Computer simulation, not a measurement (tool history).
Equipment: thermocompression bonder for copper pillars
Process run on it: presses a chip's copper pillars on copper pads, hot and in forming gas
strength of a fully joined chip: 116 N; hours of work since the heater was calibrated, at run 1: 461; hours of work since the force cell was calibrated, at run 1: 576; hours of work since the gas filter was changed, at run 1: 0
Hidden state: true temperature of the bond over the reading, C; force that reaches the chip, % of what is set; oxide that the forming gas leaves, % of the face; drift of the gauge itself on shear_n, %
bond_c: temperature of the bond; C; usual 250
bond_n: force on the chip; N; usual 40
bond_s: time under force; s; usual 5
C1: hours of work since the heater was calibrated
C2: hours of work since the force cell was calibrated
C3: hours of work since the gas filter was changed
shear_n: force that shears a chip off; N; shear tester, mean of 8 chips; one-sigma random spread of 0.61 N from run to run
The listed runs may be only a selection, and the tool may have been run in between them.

Run 1, hour 0: usual settings; C1 461; C2 576; C3 0. Result: shear_n 54.3 N.
Run 2, hour 29.6: usual settings; C1 476; C2 590; C3 15. Result: shear_n 53.5 N.
Run 3, hour 60.4: usual settings but bond_s 7 s; C1 491; C2 606; C3 30. Result: shear_n 59 N.
Run 4, hour 102.5: usual settings but bond_s 8 s; C1 512; C2 626; C3 50. Result: shear_n 62.3 N.
Run 5, hour 125.3: usual settings; C1 523; C2 637; C3 62. Result: shear_n 53.8 N.
At hour 155.6: heater calibrated with a thermocouple chip.
Run 6, hour 176.7: usual settings; C1 10; C2 662; C3 86. Result: shear_n 54.1 N.
Run 7, hour 217.3: usual settings; C1 30; C2 682; C3 106. Result: shear_n 53.7 N.
Run 8, hour 256.5: usual settings; C1 50; C2 701; C3 125. Result: shear_n 52.8 N.
Run 9, hour 294.3: usual settings but bond_n 47 N; C1 68; C2 720; C3 144. Result: shear_n 56.8 N.
Run 10, hour 322: usual settings but bond_n 47 N; C1 82; C2 733; C3 157. Result: shear_n 58.3 N.
Run 11, hour 351.2: usual settings but bond_n 47 N; C1 96; C2 748; C3 172. Result: shear_n 57.9 N.
Run 12, hour 399.1: usual settings but bond_s 7 s; C1 120; C2 771; C3 195. Result: shear_n 60.2 N.
Run 13, hour 427: usual settings but bond_n 27 N, bond_s 7 s; C1 134; C2 785; C3 209. Result: shear_n 49.6 N.
At hour 452.8: forming gas filter changed.
Run 14, hour 470.8: usual settings but bond_n 27 N, bond_s 7 s; C1 155; C2 806; C3 9. Result: shear_n 49.7 N.
Run 15, hour 506.3: usual settings but bond_n 27 N, bond_s 7 s; C1 172; C2 824; C3 26. Result: shear_n 49.8 N.
Run 16, hour 548.1: usual settings but bond_n 27 N, bond_s 7 s; C1 193; C2 844; C3 47. Result: shear_n 50.4 N.
Run 17, hour 570.4: usual settings but bond_n 27 N, bond_s 7 s; C1 204; C2 855; C3 58. Result: shear_n 50.1 N.
Run 18, hour 609.1: usual settings but bond_n 27 N, bond_s 7 s; C1 223; C2 874; C3 77. Result: shear_n 50.5 N.
Run 19, hour 658.3: usual settings but bond_n 27 N, bond_s 7 s; C1 247; C2 898; C3 101. Result: shear_n 50.4 N.
Run 20, hour 696.6: usual settings but bond_n 27 N, bond_s 7 s; C1 266; C2 917; C3 120. Result: shear_n 50.4 N.
Run 21, hour 739.5: usual settings but bond_c 263 C, bond_n 57 N; C1 287; C2 938; C3 141. Result: shear_n 72.1 N.
Run 22, hour 783.6: usual settings but bond_n 54 N, bond_s 4 s; C1 309; C2 960; C3 163. Result: shear_n 57 N.
Run 23, hour 815.2: usual settings but bond_n 54 N, bond_s 4 s; C1 324; C2 976; C3 178. Result: shear_n 57 N.
Run 24, hour 848.2: usual settings but bond_n 33 N, bond_s 12 s; C1 340; C2 992; C3 194. Result: shear_n 66.7 N.
Run 25, hour 899.8: usual settings but bond_n 33 N, bond_s 12 s; C1 366; C2 1017; C3 220. Result: shear_n 65.9 N.
At hour 904.1: forming gas filter changed.
Run 26, hour 926: usual settings but bond_c 276 C, bond_n 57 N, bond_s 14 s; C1 379; C2 1030; C3 11. Result: shear_n 99 N.
Run 27, hour 974.8: usual settings but bond_c 276 C, bond_n 57 N, bond_s 14 s; C1 403; C2 1054; C3 35. Result: shear_n 99.1 N.
Run 28, hour 1013.7: usual settings but bond_c 227 C, bond_n 44 N; C1 422; C2 1073; C3 54. Result: shear_n 41.9 N.
Run 29, hour 1059.9: usual settings but bond_n 34 N; C1 444; C2 1096; C3 77. Result: shear_n 48.2 N.
Run 30, hour 1086.2: usual settings but bond_n 34 N; C1 457; C2 1109; C3 90. Result: shear_n 48.5 N.
Run 31, hour 1109.4: usual settings but bond_c 223 C, bond_n 25 N; C1 469; C2 1120; C3 101. Result: shear_n 29.1 N.
Run 32, hour 1154: usual settings but bond_c 266 C, bond_n 52 N, bond_s 7 s; C1 491; C2 1142; C3 123. Result: shear_n 79.4 N.

Predict the results of run 33:
Run 33, hour 1185: usual settings but bond_c 266 C, bond_n 52 N, bond_s 7 s; C1 506; C2 1157; C3 138. Result: shear_n ?.

{"run 33": {"shear_n": 78.3}}
With no hidden state in the tool, this same run would have given shear_n 78.7 N.
